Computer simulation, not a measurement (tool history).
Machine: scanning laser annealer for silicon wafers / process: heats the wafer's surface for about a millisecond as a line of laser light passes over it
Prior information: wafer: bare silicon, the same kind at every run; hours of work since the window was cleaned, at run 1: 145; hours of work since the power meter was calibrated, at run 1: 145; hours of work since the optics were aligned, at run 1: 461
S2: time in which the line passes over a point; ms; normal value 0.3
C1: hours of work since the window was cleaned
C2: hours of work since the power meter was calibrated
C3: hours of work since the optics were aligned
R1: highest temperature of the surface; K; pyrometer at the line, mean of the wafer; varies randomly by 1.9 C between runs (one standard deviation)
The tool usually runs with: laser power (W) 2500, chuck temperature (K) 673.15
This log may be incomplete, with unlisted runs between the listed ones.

run 1 day=0 | laser_power_(W)=2500 S2=0.3 chuck_temperature_(K)=673.15 | C1=145 C2=145 C3=461 | R1=1512.15
run 2 day=2.346 | laser_power_(W)=2500 S2=0.3 chuck_temperature_(K)=664.15 | C1=178 C2=178 C3=494 | R1=1500.15
run 3 day=3.825 | laser_power_(W)=2500 S2=0.3 chuck_temperature_(K)=664.15 | C1=199 C2=199 C3=515 | R1=1502.15
run 4 day=5.2 | laser_power_(W)=2500 S2=0.3 chuck_temperature_(K)=673.15 | C1=218 C2=218 C3=534 | R1=1509.15
run 5 day=7.179 | laser_power_(W)=2571 S2=0.3 chuck_temperature_(K)=673.15 | C1=246 C2=246 C3=562 | R1=1534.15
run 6 day=8.9 | laser_power_(W)=2571 S2=0.3 chuck_temperature_(K)=673.15 | C1=271 C2=271 C3=586 | R1=1535.15
run 7 day=10.962 | laser_power_(W)=2500 S2=0.3 chuck_temperature_(K)=673.15 | C1=300 C2=300 C3=615 | R1=1507.15
run 8 day=12.733 | laser_power_(W)=2597 S2=0.3 chuck_temperature_(K)=673.15 | C1=325 C2=325 C3=640 | R1=1544.15
run 9 day=14.721 | laser_power_(W)=2500 S2=0.3 chuck_temperature_(K)=634.15 | C1=353 C2=353 C3=668 | R1=1469.15
run 10 day=16.15 | laser_power_(W)=2500 S2=0.3 chuck_temperature_(K)=634.15 | C1=373 C2=373 C3=689 | R1=1470.15
run 11 day=17.912 | laser_power_(W)=2500 S2=0.3 chuck_temperature_(K)=673.15 | C1=398 C2=398 C3=713 | R1=1511.15
run 12 day=19.421 | laser_power_(W)=2500 S2=0.3 chuck_temperature_(K)=673.15 | C1=419 C2=419 C3=735 | R1=1509.15
run 13 day=20.408 | laser_power_(W)=2500 S2=0.3 chuck_temperature_(K)=673.15 | C1=433 C2=433 C3=749 | R1=1512.15
run 14 day=21.917 | laser_power_(W)=2500 S2=0.3 chuck_temperature_(K)=673.15 | C1=454 C2=454 C3=770 | R1=1509.15
run 15 day=23.771 | laser_power_(W)=2147 S2=0.3 chuck_temperature_(K)=673.15 | C1=480 C2=480 C3=796 | R1=1383.15
-- day=25.038 window over the wafer cleaned
run 16 day=25.383 | laser_power_(W)=2147 S2=0.3 chuck_temperature_(K)=673.15 | C1=5 C2=502 C3=818 | R1=1383.15
run 17 day=27.467 | laser_power_(W)=2147 S2=0.3 chuck_temperature_(K)=673.15 | C1=34 C2=531 C3=847 | R1=1383.15
run 18 day=29.629 | laser_power_(W)=2147 S2=0.3 chuck_temperature_(K)=673.15 | C1=65 C2=562 C3=877 | R1=1387.15
run 19 day=31.221 | laser_power_(W)=2500 S2=0.3 chuck_temperature_(K)=673.15 | C1=87 C2=584 C3=900 | R1=1511.15
run 20 day=32.717 | laser_power_(W)=2500 S2=0.3 chuck_temperature_(K)=673.15 | C1=108 C2=605 C3=921 | R1=1511.15
run 21 day=33.825 | laser_power_(W)=2500 S2=0.3 chuck_temperature_(K)=673.15 | C1=124 C2=621 C3=937 | R1=1509.15
run 22 day=36.017 | laser_power_(W)=2500 S2=0.3 chuck_temperature_(K)=673.15 | C1=155 C2=652 C3=968 | R1=1507.15
run 23 day=37.35 | laser_power_(W)=2485 S2=0.229 chuck_temperature_(K)=695.15 | C1=174 C2=671 C3=986 | R1=1407.15
run 24 day=39.358 | laser_power_(W)=2507 S2=0.3 chuck_temperature_(K)=694.15 | C1=202 C2=699 C3=1015 | R1=1537.15
-- day=40.2 optics aligned, line set to its width
run 25 day=41.958 | laser_power_(W)=2507 S2=0.3 chuck_temperature_(K)=694.15 | C1=236 C2=733 C3=25 | R1=1532.15
run 26 day=43.638 | laser_power_(W)=2681 S2=0.352 chuck_temperature_(K)=705.15 | C1=259 C2=756 C3=48 | R1=1695.15
run 27 day=44.779 | laser_power_(W)=2681 S2=0.352 chuck_temperature_(K)=705.15 | C1=275 C2=772 C3=65 | R1=1691.15
run 28 day=47.05 | laser_power_(W)=2231 S2=0.373 chuck_temperature_(K)=638.15 | C1=307 C2=804 C3=97 | R1=1483.15
run 29 day=48.471 | laser_power_(W)=2295 S2=0.373 chuck_temperature_(K)=638.15 | C1=327 C2=824 C3=117 | R1=1505.15
run 30 day=49.95 | laser_power_(W)=2502 S2=0.325 chuck_temperature_(K)=702.15 | C1=348 C2=845 C3=137 | R1=1585.15
run 31 day=50.933 | laser_power_(W)=2502 S2=0.325 chuck_temperature_(K)=702.15 | C1=362 C2=859 C3=151 | R1=1582.15
run 32 day=52.696 | laser_power_(W)=2394 S2=0.293 chuck_temperature_(K)=678.15 | C1=387 C2=884 C3=176 | R1=1468.15
run 33 day=54.462 | laser_power_(W)=2742 S2=0.248 chuck_temperature_(K)=650.15 | C1=412 C2=909 C3=201 | R1=1477.15
run 34 day=55.475 | laser_power_(W)=2742 S2=0.248 chuck_temperature_(K)=650.15 | C1=426 C2=923 C3=215 | R1=1477.15
run 35 day=56.862 | laser_power_(W)=2500 S2=0.379 chuck_temperature_(K)=652.15 | C1=446 C2=943 C3=235 | R1=1612.15
run 36 day=58.088 | laser_power_(W)=2500 S2=0.379 chuck_temperature_(K)=652.15 | C1=463 C2=960 C3=252 | R1=1608.15
run 37 day=60.408 | laser_power_(W)=2437 S2=0.218 chuck_temperature_(K)=666.15 | C1=496 C2=993 C3=285 | R1=1342.15
-- day=60.596 window over the wafer cleaned
run 38 day=62.292 | laser_power_(W)=2437 S2=0.218 chuck_temperature_(K)=666.15 | C1=24 C2=1018 C3=310 | R1=1341.15
run 39 day=64.417 | laser_power_(W)=2276 S2=0.274 chuck_temperature_(K)=692.15 | C1=54 C2=1048 C3=340 | R1=1409.15
run 40 day=65.512 | laser_power_(W)=2470 S2=0.287 chuck_temperature_(K)=675.15 | C1=69 C2=1063 C3=356 | R1=1476.15

For each entry between runs, how does the tool's hidden state at the last listed run before it compare with that at the first listed run after it?
After run 15, before run 16: window over the wafer cleaned (day 25.038)
  light that passes the window, % of a clean one's: 99.97 -> 100
After run 24, before run 25: optics aligned, line set to its width (day 40.2)
  light that passes the window, % of a clean one's: 99.99 -> 99.98; width of the line over the set one, %: 0.05 -> 0
After run 37, before run 38: window over the wafer cleaned (day 60.596)
  light that passes the window, % of a clean one's: 99.97 -> 100
